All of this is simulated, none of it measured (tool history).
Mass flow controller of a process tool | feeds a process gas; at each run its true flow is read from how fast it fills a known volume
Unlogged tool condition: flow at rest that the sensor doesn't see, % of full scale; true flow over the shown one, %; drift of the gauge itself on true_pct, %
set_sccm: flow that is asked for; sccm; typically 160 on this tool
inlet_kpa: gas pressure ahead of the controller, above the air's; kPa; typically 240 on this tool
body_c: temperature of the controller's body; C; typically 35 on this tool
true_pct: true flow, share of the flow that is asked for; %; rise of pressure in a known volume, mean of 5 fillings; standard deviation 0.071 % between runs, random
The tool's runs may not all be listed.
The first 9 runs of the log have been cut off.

run,hour,set_sccm,inlet_kpa,body_c,hours of work since the controller was set to zero,hours of work since the controller was changed,true_pct
10,1148.3,160,265,35,2566,2566,99.27
11,1261.2,160,265,35,2634,2634,99.23
12,1433.9,160,240,35,2740,2740,99.15
13,1545.8,160,240,27,2808,2808,98.39
14,1705.2,160,240,27,2905,2905,98.4
15,1793.8,160,175,27,2959,2959,98.66
16,1890.8,160,147,35,3018,3018,99.74
17,2067.9,160,147,35,3126,3126,99.51
18,2219.6,160,147,35,3219,3219,99.4
19,2359.9,160,240,26,3304,3304,98.26
20,2452.7,21,240,35,3361,3361,101.93
21,2534.5,160,199,35,3411,3411,98.98
22,2675.2,160,240,21,3496,3496,97.64
23,2770.9,63,240,35,3555,3555,99.23
24,2845.3,63,240,35,3600,3600,98.98
# hour 2853.2: controller's zero set anew
25,3023.3,89,209,23,104,3708,98.45
26,3142.1,174,172,35,176,3781,99.47
27,3300.5,174,172,35,273,3877,99.5
28,3383.3,28,172,36,323,3928,103.97
29,3525.7,160,162,31,410,4015,99.07
# hour 3546.9: controller's zero set anew, once more
30,3672.8,29,195,37,77,4104,97.54
31,3787.3,102,184,37,147,4174,97.93
32,3929.1,110,143,40,233,4260,98.4
33,4015.2,24,256,34,286,4313,97.01
34,4096.6,186,157,34,335,4362,98.24

What does the tool deliver on the next run?
35,4228.6,31,151,35,416,4443,?

Run 35 yielded true_pct 97.59 %.
Without the tool's hidden state the same run would have given true_pct 99.83 %.

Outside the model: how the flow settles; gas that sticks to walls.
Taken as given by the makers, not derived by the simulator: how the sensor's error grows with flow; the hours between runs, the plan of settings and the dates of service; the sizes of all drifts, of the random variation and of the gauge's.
